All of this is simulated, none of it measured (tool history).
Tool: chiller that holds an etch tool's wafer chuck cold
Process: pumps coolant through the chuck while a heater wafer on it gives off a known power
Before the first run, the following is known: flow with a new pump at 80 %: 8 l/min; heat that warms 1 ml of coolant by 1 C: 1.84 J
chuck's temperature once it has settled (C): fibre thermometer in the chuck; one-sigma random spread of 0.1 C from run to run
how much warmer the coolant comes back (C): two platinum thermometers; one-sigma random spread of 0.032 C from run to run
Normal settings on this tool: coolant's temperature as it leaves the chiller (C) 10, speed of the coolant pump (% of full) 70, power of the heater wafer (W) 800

run     day  coolant's temperature as it leaves the chiller (C)  speed of the coolant pump (% of full)  power of the heater wafer (W)  chuck's temperature once it has settled (C)  how much warmer the coolant comes back (C)
  1   0.000                                                  10                                     70                            800                                         19.5                                        3.77
  2   1.442                                                  10                                     70                            800                                         19.4                                        3.78
  3   2.138                                                  10                                     70                            800                                         19.1                                        3.78
  4   3.700                                                  10                                     70                            460                                         15.5                                        2.20
  5   5.042                                                  13                                     70                            800                                         22.4                                        3.77
  6   6.629                                                  10                                     70                            889                                         20.5                                        4.20
  7   7.396                                                  10                                     70                            889                                         20.3                                        4.22
  8   8.554                                                   4                                     70                            800                                         13.2                                        3.78
  9   9.362                                                   4                                     70                            800                                         13.3                                        3.76
 10  10.204                                                   4                                     70                            800                                         13.4                                        3.77
 11  11.525                                                   4                                     70                            800                                         13.3                                        3.77
 12  12.912                                                  12                                     70                            800                                         21.3                                        3.73
 13  13.625                                                   6                                     70                            800                                         15.3                                        3.73
 14  14.488                                                  10                                     73                            800                                         19.0                                        3.64
 15  15.804                                                  10                                     73                            800                                         19.0                                        3.62
 16  16.483                                                  10                                     73                            800                                         19.0                                        3.57
 17  17.954                                                  17                                     76                            800                                         25.7                                        3.45
 18  19.175                                                   1                                     73                            859                                         10.8                                        3.91
 19  20.258                                                   1                                     73                            859                                         10.7                                        3.92
 20  21.450                                                   3                                     70                            675                                         10.8                                        3.26
 21  22.675                                                  17                                     70                            495                                         22.8                                        2.39
 22  24.167                                                  10                                     70                            822                                         19.5                                        3.95
 23  25.738                                                  10                                     70                            822                                         19.7                                        3.89
 24  27.146                                                  10                                     80                            402                                         14.4                                        1.64
 25  28.333                                                  10                                     87                            978                                         19.8                                        3.67
 26  29.296                                                  10                                     87                            978                                         19.9                                        3.63
 27  30.546                                                   3                                     90                            555                                          8.5                                        1.97
 28  31.196                                                   3                                     90                            555                                          8.5                                        1.91
 29  32.696                                                   4                                     80                           1134                                         16.0                                        4.64
 30  34.150                                                   4                                     80                           1134                                         16.0                                        4.65
 31  34.833                                                  14                                     68                            857                                         24.2                                        4.14

Below are 5 alternative next runs, each starting from the tool's condition after run 31. Predict each:
  A  36.388                                                  14                                     68                            463                                            ?                                           ?
  B  36.388                                                  10                                     62                            920                                            ?                                           ?
  C  36.388                                                   6                                     91                            723                                            ?                                           ?
  D  36.388                                                   0                                     96                            785                                            ?                                           ?
  E  36.388                                                   3                                     87                            407                                            ?                                           ?

run  chuck's temperature once it has settled (C)  how much warmer the coolant comes back (C)
  A                                         19.5                                        2.26
  B                                         21.6                                        5.06
  C                                         13.3                                        2.57
  D                                          7.8                                        2.67
  E                                          7.2                                        1.52
Take away the tool's hidden state, keep each run's random variation, and the runs would have read:
run  chuck's temperature once it has settled (C)  how much warmer the coolant comes back (C)
  A                                         19.5                                        2.25
  B                                         21.6                                        5.06
  C                                         13.3                                        2.57
  D                                          7.7                                        2.67
  E                                          7.2                                        1.52
